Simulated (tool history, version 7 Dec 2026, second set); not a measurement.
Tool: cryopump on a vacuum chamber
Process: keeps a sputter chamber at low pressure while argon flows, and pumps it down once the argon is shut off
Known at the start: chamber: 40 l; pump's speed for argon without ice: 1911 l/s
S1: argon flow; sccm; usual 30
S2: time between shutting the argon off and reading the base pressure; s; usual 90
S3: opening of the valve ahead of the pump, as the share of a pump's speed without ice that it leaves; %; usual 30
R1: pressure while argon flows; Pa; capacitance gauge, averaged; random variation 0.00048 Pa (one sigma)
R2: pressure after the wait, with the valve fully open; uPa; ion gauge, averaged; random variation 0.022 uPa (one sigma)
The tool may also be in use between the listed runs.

run	hour	S1	S2	S3	R1	R2
1	0	30	90	30	0.0901	0.79
2	10.6	30	90	30	0.0913	0.74
3	24.2	30	90	30	0.0907	0.73
4	35.4	30	90	30	0.0911	0.76
5	49.3	30	90	30	0.092	0.75
6	67.1	30	90	30	0.0918	0.8
7	86.4	18	90	30	0.0545	0.78
8	106.2	18	90	30	0.0548	0.77
9	125.5	18	90	30	0.0558	0.81
10	135.1	16	90	20	0.0734	0.79
11	146.2	16	90	52	0.0295	0.82
12	155.5	16	90	52	0.0295	0.82
13	174.3	16	90	38	0.0401	0.82
14	194.6	30	31	30	0.0944	1.79
15	206.6	14	31	15	0.0859	1.75
# hour 217.1: pump warmed up, emptied and cooled again
16	222.7	14	31	15	0.0826	1.75
17	233	18	44	18	0.0888	1.37
18	253.9	50	90	30	0.1482	0.87

3 ways to go on from here, each from the tool as it stands after run 18. What would each give?
A	265.3	30	33	30	?	?
B	265.3	50	22	30	?	?
C	265.3	38	37	39	?	?

run	R1	R2
A	0.089	1.61
B	0.1494	2.31
C	0.088	1.48
Without the tool's hidden state the same runs would have given:
run	R1	R2
A	0.0882	1.45
B	0.1481	2.15
C	0.087	1.32
